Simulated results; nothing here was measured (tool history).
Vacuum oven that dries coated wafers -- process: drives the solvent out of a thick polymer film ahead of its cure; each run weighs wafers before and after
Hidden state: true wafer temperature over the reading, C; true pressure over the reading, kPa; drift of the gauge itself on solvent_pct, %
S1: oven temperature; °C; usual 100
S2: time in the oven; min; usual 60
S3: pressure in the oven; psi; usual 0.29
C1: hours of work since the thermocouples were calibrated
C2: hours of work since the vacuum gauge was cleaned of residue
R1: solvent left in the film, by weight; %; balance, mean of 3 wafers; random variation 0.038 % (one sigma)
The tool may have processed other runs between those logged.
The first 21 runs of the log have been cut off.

run    hour   S1  S2     S3    C1    C2    R1
 22  1492.2  100  60  0.909  1109  1494  5.18
 23  1554.4  100  60  0.909  1137  1522  5.24
 24  1603.3  100  60   0.29  1159  1545  3.66
 25  1664.6  109  79  0.264  1187  1572  1.15
 26  1768.2  109  79  0.264  1234  1619  1.07
 27  1866.5   96  59  1.127  1279  1664  7.12
 28  1912.9   96  59  1.127  1300  1685  7.32
 29  1968.8   96  60   0.29  1325  1711  4.96

The next listed run, before its measurement:
 30  2040.4  89  85  0.16  1358  1743   ?

{"run 30": {"R1": 5.5}}
If the tool had no hidden condition, the same run with the same run-to-run variation would have returned R1 4.78 %.

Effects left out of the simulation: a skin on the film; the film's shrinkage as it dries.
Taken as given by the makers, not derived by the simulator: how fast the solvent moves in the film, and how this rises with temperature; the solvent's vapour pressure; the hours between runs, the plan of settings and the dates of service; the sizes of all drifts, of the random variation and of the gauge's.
